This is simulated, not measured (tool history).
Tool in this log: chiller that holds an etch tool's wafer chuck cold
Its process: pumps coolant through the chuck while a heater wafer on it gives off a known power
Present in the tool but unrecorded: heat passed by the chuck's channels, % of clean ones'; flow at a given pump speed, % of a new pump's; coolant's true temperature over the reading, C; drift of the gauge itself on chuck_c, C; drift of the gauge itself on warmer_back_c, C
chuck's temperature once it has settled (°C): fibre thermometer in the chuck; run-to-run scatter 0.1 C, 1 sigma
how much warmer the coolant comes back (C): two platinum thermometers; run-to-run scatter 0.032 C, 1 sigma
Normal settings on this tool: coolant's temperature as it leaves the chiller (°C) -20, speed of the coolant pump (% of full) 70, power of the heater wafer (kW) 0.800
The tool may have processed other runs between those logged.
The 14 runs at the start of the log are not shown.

run	day	coolant's temperature as it leaves the chiller (°C)	speed of the coolant pump (% of full)	power of the heater wafer (kW)	hours since the coolant was changed and the channels were flushed	hours since the pump was overhauled	hours since the chiller's thermometer was calibrated	chuck's temperature once it has settled (°C)	how much warmer the coolant comes back (C)
15	23.329	-20	70	0.800	3208	1593	1593	-9.4	4.20
16	24.888	-20	70	0.800	3246	1630	1630	-9.5	4.16
17	25.838	-20	70	0.800	3268	1653	1653	-9.4	4.13
18	27.446	-20	70	0.800	3307	1691	1691	-9.5	4.13
19	29.117	-12	62	0.514	3347	1731	1731	-4.7	3.03
20	30.058	-12	93	1.080	3370	1754	1754	-0.5	4.22
21	31.475	-28	82	0.800	3404	1788	1788	-18.8	3.56
22	32.579	-24	68	0.598	3430	1815	1815	-16.3	3.25
23	33.688	-24	68	0.996	3457	1841	1841	-10.8	5.32
24	35.767	-21	70	0.456	3507	1891	1891	-15.0	2.46
25	36.762	-21	70	0.456	3531	1915	1915	-15.0	2.32
# day 37.988: coolant changed, channels flushed
26	38.342	-20	70	0.665	8	1947	1947	-11.5	3.39
27	39.250	-18	67	0.665	30	1969	1969	-9.2	3.63
28	40.746	-18	67	0.665	66	2004	2004	-9.0	3.65
29	41.633	-18	70	0.800	87	2026	2026	-7.6	4.11
30	43.358	-23	77	0.579	129	2067	2067	-15.8	2.68
31	45.050	-20	67	0.675	169	2108	2108	-10.8	3.67
32	46.746	-20	67	0.675	210	2149	2149	-10.8	3.63

Each row is a separate what-if for the run after 32, all from the same tool condition, not one after another. Results?
A	47.671	-20	67	0.487	232	2171	2171	?	?
B	47.671	-22	65	0.479	232	2171	2171	?	?
C	47.671	-14	92	0.800	232	2171	2171	?	?

run	chuck's temperature once it has settled (°C)	how much warmer the coolant comes back (C)
A	-13.4	2.63
B	-15.4	2.71
C	-5.6	3.13
Without the tool's hidden state the same runs would have given:
run	chuck's temperature once it has settled (°C)	how much warmer the coolant comes back (C)
A	-13.4	2.63
B	-15.4	2.71
C	-5.6	3.12
